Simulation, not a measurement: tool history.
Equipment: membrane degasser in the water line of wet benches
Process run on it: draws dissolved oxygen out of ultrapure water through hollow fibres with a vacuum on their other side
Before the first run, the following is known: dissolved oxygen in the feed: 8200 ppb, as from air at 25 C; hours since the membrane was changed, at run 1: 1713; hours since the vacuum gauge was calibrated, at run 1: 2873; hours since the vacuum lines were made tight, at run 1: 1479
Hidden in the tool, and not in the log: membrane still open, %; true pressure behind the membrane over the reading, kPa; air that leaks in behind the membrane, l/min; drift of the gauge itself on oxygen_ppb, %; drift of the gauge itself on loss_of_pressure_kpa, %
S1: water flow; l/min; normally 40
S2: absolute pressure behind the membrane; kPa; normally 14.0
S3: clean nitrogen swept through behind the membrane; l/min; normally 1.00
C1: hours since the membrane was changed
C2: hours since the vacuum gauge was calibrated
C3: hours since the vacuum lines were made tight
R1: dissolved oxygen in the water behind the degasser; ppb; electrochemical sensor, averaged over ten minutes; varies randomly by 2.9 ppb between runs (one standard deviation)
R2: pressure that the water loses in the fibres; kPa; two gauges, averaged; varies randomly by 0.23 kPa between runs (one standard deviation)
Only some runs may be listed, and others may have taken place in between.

| run | day | S1 | S2 | S3 | C1 | C2 | C3 | R1 | R2 |
|---|---|---|---|---|---|---|---|---|---|
| 1 | 0.000 | 40 | 14.0 | 1.00 | 1713 | 2873 | 1479 | 804.6 | 56.73 |
| 2 | 1.996 | 40 | 14.0 | 1.00 | 1761 | 2921 | 1527 | 798.0 | 56.50 |
| 3 | 4.462 | 40 | 14.0 | 1.00 | 1820 | 2980 | 1587 | 801.1 | 56.97 |
| 4 | 6.862 | 40 | 14.0 | 1.00 | 1878 | 3037 | 1644 | 795.5 | 56.58 |
| 5 | 9.396 | 40 | 14.0 | 1.00 | 1938 | 3098 | 1705 | 799.3 | 56.42 |
| 6 | 11.575 | 40 | 14.0 | 1.00 | 1991 | 3150 | 1757 | 787.6 | 56.81 |
| 7 | 13.025 | 40 | 14.0 | 1.00 | 2025 | 3185 | 1792 | 791.5 | 56.70 |
| 8 | 15.450 | 40 | 14.0 | 1.00 | 2084 | 3243 | 1850 | 793.4 | 56.68 |
| 9 | 17.083 | 40 | 14.0 | 1.00 | 2123 | 3283 | 1889 | 793.0 | 56.86 |
| 10 | 18.958 | 39 | 14.0 | 1.00 | 2168 | 3328 | 1934 | 778.1 | 55.02 |
| 11 | 21.217 | 40 | 21.9 | 1.00 | 2222 | 3382 | 1989 | 1290.5 | 56.49 |
| 12 | 23.150 | 40 | 21.9 | 1.00 | 2268 | 3428 | 2035 | 1280.9 | 56.38 |
| 13 | 25.321 | 40 | 21.9 | 1.00 | 2320 | 3480 | 2087 | 1278.8 | 56.59 |
| 14 | 27.971 | 42 | 14.0 | 1.00 | 2384 | 3544 | 2151 | 820.0 | 59.70 |
| 15 | 30.246 | 42 | 14.0 | 1.00 | 2439 | 3599 | 2205 | 812.7 | 59.59 |
| 16 | 32.429 | 42 | 14.0 | 1.00 | 2491 | 3651 | 2258 | 812.7 | 59.70 |
| 17 | 35.033 | 40 | 17.0 | 1.00 | 2554 | 3713 | 2320 | 979.4 | 56.59 |
| 18 | 37.450 | 40 | 30.3 | 2.05 | 2612 | 3771 | 2378 | 1027.5 | 56.68 |
| 19 | 39.892 | 37 | 9.5 | 1.51 | 2670 | 3830 | 2437 | 320.2 | 52.68 |
| 20 | 42.129 | 37 | 9.5 | 1.51 | 2724 | 3884 | 2490 | 315.9 | 52.57 |
| 21 | 43.592 | 40 | 14.0 | 2.71 | 2759 | 3919 | 2526 | 346.9 | 57.24 |
| 22 | 44.983 | 36 | 14.0 | 1.05 | 2792 | 3952 | 2559 | 691.1 | 51.22 |
| 23 | 46.171 | 60 | 26.3 | 0.49 | 2821 | 3981 | 2587 | 2952.9 | 85.08 |
| 24 | 47.621 | 32 | 29.5 | 1.23 | 2856 | 4016 | 2622 | 1239.8 | 44.92 |
|  | 49.096 | gauge calibrated |
| 25 | 50.092 | 53 | 27.4 | 0.56 | 2915 | 4075 | 2682 | 2741.1 | 74.91 |
| 26 | 52.288 | 53 | 27.4 | 0.56 | 2968 | 4128 | 2734 | 2735.2 | 75.04 |
| 27 | 54.850 | 55 | 26.8 | 1.00 | 3029 | 4189 | 2796 | 1966.5 | 77.53 |
| 28 | 57.529 | 29 | 27.7 | 1.00 | 3093 | 4253 | 2860 | 1290.8 | 41.20 |
| 29 | 59.762 | 40 | 14.0 | 1.44 | 3147 | 4307 | 2914 | 598.9 | 56.66 |
| 30 | 62.038 | 40 | 14.0 | 1.44 | 3202 | 4361 | 2968 | 597.1 | 56.89 |
| 31 | 63.212 | 59 | 14.0 | 1.00 | 3230 | 4390 | 2996 | 1056.5 | 83.89 |

A few steps of R1 between consecutive runs. Split each: what settings, incoming material and random variation would produce without the hidden state, and what is left over for the hidden state, along with gauge scatter present in only one of the two compared results (measured, and without hidden state):
Run 22 -> 23: S1 36 -> 60, S2 14.0 -> 26.3, S3 1.05 -> 0.49. R1 +2261.8 ppb: hidden state -64.5, all else +2326.3.
Run 23 -> 24: S1 60 -> 32, S2 26.3 -> 29.5, S3 0.49 -> 1.23. R1 -1713.1 ppb: hidden state +47.3, all else -1760.4.
Run 24 -> 25: S1 32 -> 53, S2 29.5 -> 27.4, S3 1.23 -> 0.56, gauge calibrated. R1 +1501.3 ppb: hidden state +34.5, all else +1466.8.

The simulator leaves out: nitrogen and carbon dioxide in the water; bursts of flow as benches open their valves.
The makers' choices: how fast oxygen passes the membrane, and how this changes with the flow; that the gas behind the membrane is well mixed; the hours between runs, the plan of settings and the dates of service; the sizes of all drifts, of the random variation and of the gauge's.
